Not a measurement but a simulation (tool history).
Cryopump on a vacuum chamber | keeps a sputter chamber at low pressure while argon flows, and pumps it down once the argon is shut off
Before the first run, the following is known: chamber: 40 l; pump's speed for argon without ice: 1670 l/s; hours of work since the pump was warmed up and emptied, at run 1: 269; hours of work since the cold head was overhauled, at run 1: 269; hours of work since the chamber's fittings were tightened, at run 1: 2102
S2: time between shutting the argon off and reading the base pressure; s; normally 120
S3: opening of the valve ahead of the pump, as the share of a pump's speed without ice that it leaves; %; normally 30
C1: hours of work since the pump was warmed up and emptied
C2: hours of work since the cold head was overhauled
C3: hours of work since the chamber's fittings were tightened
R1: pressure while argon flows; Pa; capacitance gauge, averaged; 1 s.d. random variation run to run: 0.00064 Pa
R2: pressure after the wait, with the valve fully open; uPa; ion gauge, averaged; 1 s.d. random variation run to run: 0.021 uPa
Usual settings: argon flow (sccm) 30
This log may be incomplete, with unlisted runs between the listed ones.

run 1 day=0 | argon_flow_(sccm)=30 S2=120 S3=30 | C1=269 C2=269 C3=2102 | R1=0.1031 R2=2.07
run 2 day=0.333 | argon_flow_(sccm)=30 S2=120 S3=30 | C1=273 C2=273 C3=2106 | R1=0.1039 R2=2.14
run 3 day=0.662 | argon_flow_(sccm)=30 S2=120 S3=30 | C1=276 C2=276 C3=2109 | R1=0.1045 R2=2.14
run 4 day=1.392 | argon_flow_(sccm)=30 S2=120 S3=30 | C1=284 C2=284 C3=2117 | R1=0.1046 R2=2.06
run 5 day=1.817 | argon_flow_(sccm)=30 S2=120 S3=30 | C1=289 C2=289 C3=2122 | R1=0.1042 R2=2.07
run 6 day=2.221 | argon_flow_(sccm)=30 S2=40 S3=30 | C1=293 C2=293 C3=2126 | R1=0.1037 R2=2.43
run 7 day=2.988 | argon_flow_(sccm)=30 S2=40 S3=30 | C1=302 C2=302 C3=2135 | R1=0.1041 R2=2.48
run 8 day=3.383 | argon_flow_(sccm)=30 S2=40 S3=30 | C1=306 C2=306 C3=2139 | R1=0.1055 R2=2.53
run 9 day=3.862 | argon_flow_(sccm)=30 S2=40 S3=30 | C1=311 C2=311 C3=2144 | R1=0.1045 R2=2.53
run 10 day=4.467 | argon_flow_(sccm)=30 S2=40 S3=30 | C1=318 C2=318 C3=2151 | R1=0.1044 R2=2.46
run 11 day=5.162 | argon_flow_(sccm)=30 S2=40 S3=30 | C1=326 C2=326 C3=2159 | R1=0.1036 R2=2.52
run 12 day=5.533 | argon_flow_(sccm)=30 S2=40 S3=30 | C1=330 C2=330 C3=2163 | R1=0.1047 R2=2.54
run 13 day=5.95 | argon_flow_(sccm)=30 S2=40 S3=30 | C1=334 C2=334 C3=2167 | R1=0.1046 R2=2.49
run 14 day=6.296 | argon_flow_(sccm)=30 S2=40 S3=30 | C1=338 C2=338 C3=2171 | R1=0.1049 R2=2.55
run 15 day=6.975 | argon_flow_(sccm)=30 S2=40 S3=30 | C1=345 C2=345 C3=2178 | R1=0.1051 R2=2.51
run 16 day=7.488 | argon_flow_(sccm)=30 S2=120 S3=34 | C1=351 C2=351 C3=2184 | R1=0.0928 R2=2.18
run 17 day=8.229 | argon_flow_(sccm)=56 S2=28 S3=22 | C1=359 C2=359 C3=2192 | R1=0.2641 R2=2.72
run 18 day=8.733 | argon_flow_(sccm)=20 S2=244 S3=50 | C1=365 C2=365 C3=2198 | R1=0.0439 R2=2.19
run 19 day=9.05 | argon_flow_(sccm)=25 S2=42 S3=50 | C1=368 C2=368 C3=2201 | R1=0.0546 R2=2.49
run 20 day=9.488 | argon_flow_(sccm)=25 S2=42 S3=50 | C1=373 C2=373 C3=2206 | R1=0.0539 R2=2.49
run 21 day=9.962 | argon_flow_(sccm)=26 S2=94 S3=35 | C1=378 C2=378 C3=2211 | R1=0.0785 R2=2.29
run 22 day=10.492 | argon_flow_(sccm)=26 S2=94 S3=35 | C1=384 C2=384 C3=2217 | R1=0.0777 R2=2.25
run 23 day=10.883 | argon_flow_(sccm)=26 S2=94 S3=35 | C1=388 C2=388 C3=2221 | R1=0.0793 R2=2.36
run 24 day=11.267 | argon_flow_(sccm)=40 S2=157 S3=26 | C1=392 C2=392 C3=2225 | R1=0.1607 R2=2.2
run 25 day=11.592 | argon_flow_(sccm)=36 S2=120 S3=59 | C1=396 C2=396 C3=2229 | R1=0.0669 R2=2.23
run 26 day=12.225 | argon_flow_(sccm)=42 S2=120 S3=59 | C1=403 C2=403 C3=2236 | R1=0.0766 R2=2.3
run 27 day=12.875 | argon_flow_(sccm)=30 S2=120 S3=40 | C1=410 C2=410 C3=2243 | R1=0.0802 R2=2.33
run 28 day=13.567 | argon_flow_(sccm)=30 S2=120 S3=40 | C1=417 C2=417 C3=2250 | R1=0.0799 R2=2.25
run 29 day=14.221 | argon_flow_(sccm)=30 S2=120 S3=40 | C1=424 C2=424 C3=2257 | R1=0.0807 R2=2.31
run 30 day=14.825 | argon_flow_(sccm)=20 S2=120 S3=15 | C1=431 C2=431 C3=2264 | R1=0.1383 R2=2.3
run 31 day=15.421 | argon_flow_(sccm)=41 S2=120 S3=15 | C1=438 C2=438 C3=2271 | R1=0.2825 R2=2.34
run 32 day=16.167 | argon_flow_(sccm)=18 S2=30 S3=31 | C1=446 C2=446 C3=2279 | R1=0.0612 R2=2.85

Alternative continuations, all from the tool just after run 32; predict every row:
run A day=16.633 | argon_flow_(sccm)=20 S2=38 S3=18 | C1=451 C2=451 C3=2284 | R1=? R2=?
run B day=16.633 | argon_flow_(sccm)=46 S2=45 S3=24 | C1=451 C2=451 C3=2284 | R1=? R2=?
run C day=16.633 | argon_flow_(sccm)=30 S2=120 S3=26 | C1=451 C2=451 C3=2284 | R1=? R2=?
run D day=16.633 | argon_flow_(sccm)=18 S2=30 S3=56 | C1=451 C2=451 C3=2284 | R1=? R2=?

run=A R1=0.1145 R2=2.69
run=B R1=0.2014 R2=2.59
run=C R1=0.1211 R2=2.39
run=D R1=0.0357 R2=2.79
With the hidden condition removed and each run's random variation left untouched, the same runs would have given:
run=A R1=0.1113 R2=0.69
run=B R1=0.194 R2=0.62
run=C R1=0.1163 R2=0.35
run=D R1=0.0328 R2=0.82

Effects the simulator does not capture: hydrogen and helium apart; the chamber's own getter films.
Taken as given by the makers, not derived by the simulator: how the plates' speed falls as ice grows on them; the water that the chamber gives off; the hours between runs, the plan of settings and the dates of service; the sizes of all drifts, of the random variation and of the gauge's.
